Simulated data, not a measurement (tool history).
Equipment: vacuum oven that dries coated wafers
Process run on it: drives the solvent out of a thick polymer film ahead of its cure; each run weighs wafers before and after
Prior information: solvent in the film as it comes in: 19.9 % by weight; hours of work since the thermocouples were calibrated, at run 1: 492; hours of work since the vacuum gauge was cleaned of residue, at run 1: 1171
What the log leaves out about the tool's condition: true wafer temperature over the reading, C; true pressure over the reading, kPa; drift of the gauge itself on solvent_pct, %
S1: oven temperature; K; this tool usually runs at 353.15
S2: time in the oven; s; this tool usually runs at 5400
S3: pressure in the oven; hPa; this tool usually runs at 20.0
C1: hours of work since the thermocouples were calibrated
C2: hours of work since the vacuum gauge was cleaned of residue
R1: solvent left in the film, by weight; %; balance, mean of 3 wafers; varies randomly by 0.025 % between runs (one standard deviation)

run	hour	S1	S2	S3	C1	C2	R1
1	0.0	353.15	5400	20.0	492	1171	2.33
2	60.3	353.15	5400	20.0	529	1207	2.29
3	143.9	353.15	3360	20.0	580	1258	4.42
4	195.0	353.15	3360	20.0	611	1290	4.43
5	279.7	353.15	3360	20.0	663	1341	4.48
6	325.7	353.15	5400	20.0	691	1369	2.41
7	414.8	353.15	5400	20.0	745	1423	2.44
8	458.2	353.15	9660	20.0	771	1450	1.11
9	544.2	353.15	9660	20.0	824	1502	1.14
10	613.4	353.15	9660	20.0	866	1544	1.18
11	685.2	353.15	9660	20.0	910	1588	1.16
12	777.2	353.15	9660	20.0	966	1644	1.15
13	837.4	353.15	9660	20.0	1002	1681	1.20
14	909.8	353.15	9660	20.0	1046	1725	1.19
15	965.0	353.15	9660	20.0	1080	1758	1.24
16	1067.2	353.15	9660	20.0	1142	1821	1.22
17	1135.2	353.15	9660	65.0	1184	1862	3.01
18	1213.3	353.15	5400	20.0	1231	1910	2.61
19	1277.0	353.15	5400	20.0	1270	1948	2.62
20	1334.9	353.15	5400	20.0	1305	1984	2.64
# hour 1416.3: oven's thermocouples calibrated
21	1432.3	353.15	8220	16.9	10	2042	1.15
22	1480.0	353.15	8220	16.9	39	2071	1.24
# hour 1515.6: vacuum gauge cleaned of residue and calibrated
23	1582.5	365.15	6780	10.8	100	41	0.26
24	1660.2	362.15	6780	49.9	148	88	1.46
25	1757.5	362.15	6780	49.9	207	147	1.40
26	1817.1	342.15	6600	20.4	243	184	5.53
27	1922.5	342.15	6600	20.4	307	248	5.62
28	1983.7	349.15	5400	14.4	345	285	3.34
29	2029.8	358.15	3060	12.8	373	313	2.68
30	2109.7	358.15	3060	21.8	421	362	2.98
31	2212.7	353.15	5400	22.5	484	425	2.40
32	2299.6	353.15	5400	22.5	537	477	2.39
33	2390.5	353.15	5400	63.5	592	533	3.91
34	2437.9	353.15	5400	63.5	621	562	3.92
35	2495.0	353.15	3900	63.7	656	596	5.22
36	2567.4	353.15	5160	20.0	700	641	2.57
37	2673.8	353.15	5160	20.0	765	705	2.56
38	2766.2	363.15	7800	22.9	821	762	0.69

What if the next run were any one of these 5? Each begins from the tool's condition after run 38:
A	2848.1	361.15	5100	20.0	871	812	?
B	2848.1	363.15	3300	22.9	871	812	?
C	2848.1	366.15	3420	12.5	871	812	?
D	2848.1	344.15	2820	67.4	871	812	?
E	2848.1	363.15	4260	12.2	871	812	?

run	R1
A	0.95
B	1.52
C	0.77
D	11.05
E	0.77
With no hidden state in the tool, these same runs would have given:
run	R1
A	0.80
B	1.29
C	0.63
D	10.58
E	0.63
